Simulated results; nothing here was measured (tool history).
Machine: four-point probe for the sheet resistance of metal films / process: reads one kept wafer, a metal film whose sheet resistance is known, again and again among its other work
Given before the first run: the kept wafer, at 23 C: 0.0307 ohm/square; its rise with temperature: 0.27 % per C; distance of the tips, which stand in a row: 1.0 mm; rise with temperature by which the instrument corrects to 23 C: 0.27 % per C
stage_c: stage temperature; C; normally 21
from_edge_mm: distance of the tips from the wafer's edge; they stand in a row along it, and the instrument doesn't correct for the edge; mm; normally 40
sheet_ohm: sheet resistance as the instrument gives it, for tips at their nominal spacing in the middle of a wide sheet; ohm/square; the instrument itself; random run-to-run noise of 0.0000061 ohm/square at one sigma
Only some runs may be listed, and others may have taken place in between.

Run 1, day 0.000: usual settings. Result: sheet_ohm 0.030701 ohm/square.
Run 2, day 1.908: usual settings but from_edge_mm 8 mm. Result: sheet_ohm 0.030933 ohm/square.
Run 3, day 2.892: usual settings but stage_c 19 C, from_edge_mm 8 mm. Result: sheet_ohm 0.030938 ohm/square.
Run 4, day 4.892: usual settings but stage_c 19 C, from_edge_mm 8 mm. Result: sheet_ohm 0.030924 ohm/square.
Run 5, day 6.621: usual settings but stage_c 19 C, from_edge_mm 8 mm. Result: sheet_ohm 0.030915 ohm/square.
Run 6, day 8.133: usual settings but stage_c 19 C, from_edge_mm 8 mm. Result: sheet_ohm 0.030910 ohm/square.
Run 7, day 9.188: usual settings but stage_c 19 C, from_edge_mm 14 mm. Result: sheet_ohm 0.030736 ohm/square.
At day 9.408: stage's thermometer calibrated.
Run 8, day 10.150: usual settings. Result: sheet_ohm 0.030677 ohm/square.
Run 9, day 12.325: usual settings but stage_c 22 C. Result: sheet_ohm 0.030674 ohm/square.
Run 10, day 13.667: usual settings but stage_c 30 C, from_edge_mm 20 mm. Result: sheet_ohm 0.030711 ohm/square.
Run 11, day 15.204: usual settings but stage_c 19 C, from_edge_mm 13 mm. Result: sheet_ohm 0.030740 ohm/square.
Run 12, day 16.242: usual settings but stage_c 23 C, from_edge_mm 45 mm. Result: sheet_ohm 0.030658 ohm/square.
Run 13, day 17.704: usual settings but from_edge_mm 38 mm. Result: sheet_ohm 0.030643 ohm/square.
Run 14, day 18.738: usual settings but from_edge_mm 38 mm. Result: sheet_ohm 0.030653 ohm/square.
Run 15, day 20.879: usual settings but from_edge_mm 28 mm. Result: sheet_ohm 0.030640 ohm/square.
Run 16, day 21.875: usual settings but stage_c 22 C, from_edge_mm 14 mm. Result: sheet_ohm 0.030697 ohm/square.
At day 22.000: stage's thermometer calibrated, once more.
Run 17, day 23.896: usual settings but stage_c 33 C, from_edge_mm 13 mm. Result: sheet_ohm 0.030668 ohm/square.
Run 18, day 24.921: usual settings but stage_c 19 C, from_edge_mm 18 mm. Result: sheet_ohm 0.030583 ohm/square.

Consider 4 possible next runs. They are alternatives, not a sequence: every one starts from the tool as it was left by run 18. What does each give?
Run A, day 25.888: usual settings but stage_c 19 C, from_edge_mm 48 mm. Result: sheet_ohm ?.
Run B, day 25.888: usual settings but from_edge_mm 58 mm. Result: sheet_ohm ?.
Run C, day 25.888: usual settings but stage_c 29 C, from_edge_mm 21 mm. Result: sheet_ohm ?.
Run D, day 25.888: usual settings but stage_c 18 C, from_edge_mm 18 mm. Result: sheet_ohm ?.

run  sheet_ohm
  A   0.030532
  B   0.030541
  C   0.030585
  D   0.030591
Without the tool's unlogged condition, the same runs would have read:
run  sheet_ohm
  A   0.030688
  B   0.030696
  C   0.030741
  D   0.030747
